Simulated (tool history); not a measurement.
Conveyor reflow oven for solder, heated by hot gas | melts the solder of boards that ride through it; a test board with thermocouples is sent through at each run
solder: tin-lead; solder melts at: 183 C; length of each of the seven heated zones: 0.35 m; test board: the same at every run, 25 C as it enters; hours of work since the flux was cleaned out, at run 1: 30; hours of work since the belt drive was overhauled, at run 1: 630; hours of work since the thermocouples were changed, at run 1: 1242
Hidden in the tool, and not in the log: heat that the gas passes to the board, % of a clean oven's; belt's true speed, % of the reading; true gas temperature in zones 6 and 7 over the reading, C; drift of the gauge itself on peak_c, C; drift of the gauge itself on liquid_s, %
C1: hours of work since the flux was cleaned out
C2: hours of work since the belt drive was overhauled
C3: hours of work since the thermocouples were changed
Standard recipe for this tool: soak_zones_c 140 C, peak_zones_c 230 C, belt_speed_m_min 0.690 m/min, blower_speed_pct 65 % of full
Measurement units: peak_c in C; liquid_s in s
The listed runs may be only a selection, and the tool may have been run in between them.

{"run": 1, "hour": 0.0, "soak_zones_c": 140, "peak_zones_c": 230, "belt_speed_m_min": 0.69, "blower_speed_pct": 65, "C1": 30, "C2": 630, "C3": 1242, "peak_c": 217.4, "liquid_s": 47.4}
{"run": 2, "hour": 48.5, "soak_zones_c": 140, "peak_zones_c": 230, "belt_speed_m_min": 0.69, "blower_speed_pct": 65, "C1": 65, "C2": 665, "C3": 1277, "peak_c": 217.1, "liquid_s": 46.2}
{"run": 3, "hour": 75.2, "soak_zones_c": 140, "peak_zones_c": 230, "belt_speed_m_min": 0.69, "blower_speed_pct": 65, "C1": 85, "C2": 685, "C3": 1297, "peak_c": 217.0, "liquid_s": 46.3}
{"run": 4, "hour": 116.4, "soak_zones_c": 148, "peak_zones_c": 230, "belt_speed_m_min": 0.69, "blower_speed_pct": 65, "C1": 116, "C2": 716, "C3": 1328, "peak_c": 218.3, "liquid_s": 50.4}
{"run": 5, "hour": 146.3, "soak_zones_c": 148, "peak_zones_c": 230, "belt_speed_m_min": 0.69, "blower_speed_pct": 65, "C1": 138, "C2": 738, "C3": 1350, "peak_c": 218.6, "liquid_s": 49.7}
{"run": 6, "hour": 199.7, "soak_zones_c": 145, "peak_zones_c": 230, "belt_speed_m_min": 0.69, "blower_speed_pct": 65, "C1": 177, "C2": 777, "C3": 1389, "peak_c": 217.6, "liquid_s": 48.6}
{"run": 7, "hour": 238.9, "soak_zones_c": 145, "peak_zones_c": 230, "belt_speed_m_min": 0.69, "blower_speed_pct": 65, "C1": 206, "C2": 806, "C3": 1418, "peak_c": 217.6, "liquid_s": 48.2}
{"hour": 248.1, "done": "belt drive overhauled, speed set with a stopwatch"}
{"hour": 262.7, "done": "thermocouples of zones 6 and 7 changed"}
{"run": 8, "hour": 288.7, "soak_zones_c": 140, "peak_zones_c": 230, "belt_speed_m_min": 0.69, "blower_speed_pct": 65, "C1": 239, "C2": 29, "C3": 19, "peak_c": 211.3, "liquid_s": 42.9}
{"run": 9, "hour": 339.5, "soak_zones_c": 140, "peak_zones_c": 230, "belt_speed_m_min": 0.69, "blower_speed_pct": 65, "C1": 276, "C2": 66, "C3": 57, "peak_c": 211.8, "liquid_s": 43.1}
{"run": 10, "hour": 397.6, "soak_zones_c": 140, "peak_zones_c": 221, "belt_speed_m_min": 0.69, "blower_speed_pct": 65, "C1": 319, "C2": 109, "C3": 100, "peak_c": 203.8, "liquid_s": 35.9}
{"run": 11, "hour": 430.5, "soak_zones_c": 139, "peak_zones_c": 221, "belt_speed_m_min": 0.555, "blower_speed_pct": 59, "C1": 344, "C2": 133, "C3": 124, "peak_c": 208.0, "liquid_s": 51.8}
{"run": 12, "hour": 463.1, "soak_zones_c": 139, "peak_zones_c": 221, "belt_speed_m_min": 0.555, "blower_speed_pct": 59, "C1": 368, "C2": 158, "C3": 148, "peak_c": 207.8, "liquid_s": 51.6}
{"hour": 505.8, "done": "belt drive overhauled, speed set with a stopwatch, once more"}
{"run": 13, "hour": 516.6, "soak_zones_c": 140, "peak_zones_c": 236, "belt_speed_m_min": 0.795, "blower_speed_pct": 50, "C1": 404, "C2": 8, "C3": 185, "peak_c": 203.1, "liquid_s": 27.9}
{"hour": 552.5, "done": "flux residue cleaned out of gas plates and filters"}
{"run": 14, "hour": 561.9, "soak_zones_c": 152, "peak_zones_c": 238, "belt_speed_m_min": 0.795, "blower_speed_pct": 50, "C1": 7, "C2": 38, "C3": 215, "peak_c": 211.8, "liquid_s": 38.5}
{"run": 15, "hour": 588.4, "soak_zones_c": 140, "peak_zones_c": 230, "belt_speed_m_min": 0.69, "blower_speed_pct": 74, "C1": 27, "C2": 57, "C3": 234, "peak_c": 214.9, "liquid_s": 45.3}
{"run": 16, "hour": 648.0, "soak_zones_c": 140, "peak_zones_c": 230, "belt_speed_m_min": 0.69, "blower_speed_pct": 74, "C1": 71, "C2": 101, "C3": 278, "peak_c": 215.1, "liquid_s": 45.0}
{"run": 17, "hour": 674.8, "soak_zones_c": 140, "peak_zones_c": 223, "belt_speed_m_min": 0.552, "blower_speed_pct": 67, "C1": 90, "C2": 121, "C3": 298, "peak_c": 213.8, "liquid_s": 56.8}
{"run": 18, "hour": 704.4, "soak_zones_c": 140, "peak_zones_c": 223, "belt_speed_m_min": 0.746, "blower_speed_pct": 67, "C1": 112, "C2": 143, "C3": 320, "peak_c": 204.9, "liquid_s": 33.7}
{"run": 19, "hour": 758.2, "soak_zones_c": 140, "peak_zones_c": 223, "belt_speed_m_min": 0.746, "blower_speed_pct": 67, "C1": 152, "C2": 183, "C3": 360, "peak_c": 205.0, "liquid_s": 33.7}

Here are 5 independent what-if runs from the current tool condition. What would each one return?
{"run": "A", "hour": 798.6, "soak_zones_c": 151, "peak_zones_c": 223, "belt_speed_m_min": 0.746, "blower_speed_pct": 67, "C1": 182, "C2": 213, "C3": 390, "peak_c": "?", "liquid_s": "?"}
{"run": "B", "hour": 798.6, "soak_zones_c": 137, "peak_zones_c": 223, "belt_speed_m_min": 0.746, "blower_speed_pct": 63, "C1": 182, "C2": 213, "C3": 390, "peak_c": "?", "liquid_s": "?"}
{"run": "C", "hour": 798.6, "soak_zones_c": 140, "peak_zones_c": 227, "belt_speed_m_min": 0.556, "blower_speed_pct": 81, "C1": 182, "C2": 213, "C3": 390, "peak_c": "?", "liquid_s": "?"}
{"run": "D", "hour": 798.6, "soak_zones_c": 140, "peak_zones_c": 234, "belt_speed_m_min": 0.709, "blower_speed_pct": 56, "C1": 182, "C2": 213, "C3": 390, "peak_c": "?", "liquid_s": "?"}
{"run": "E", "hour": 798.6, "soak_zones_c": 140, "peak_zones_c": 223, "belt_speed_m_min": 0.617, "blower_speed_pct": 80, "C1": 182, "C2": 213, "C3": 390, "peak_c": "?", "liquid_s": "?"}

run=A peak_c=207.2 liquid_s=39.1
run=B peak_c=202.9 liquid_s=30.2
run=C peak_c=218.8 liquid_s=60.3
run=D peak_c=212.2 liquid_s=40.9
run=E peak_c=212.7 liquid_s=50.1
Stripped of hidden state, with their random variation kept, the same runs would have yielded:
run=A peak_c=207.5 liquid_s=39.5
run=B peak_c=203.4 liquid_s=30.8
run=C peak_c=218.8 liquid_s=60.3
run=D peak_c=212.5 liquid_s=41.2
run=E peak_c=212.8 liquid_s=50.4
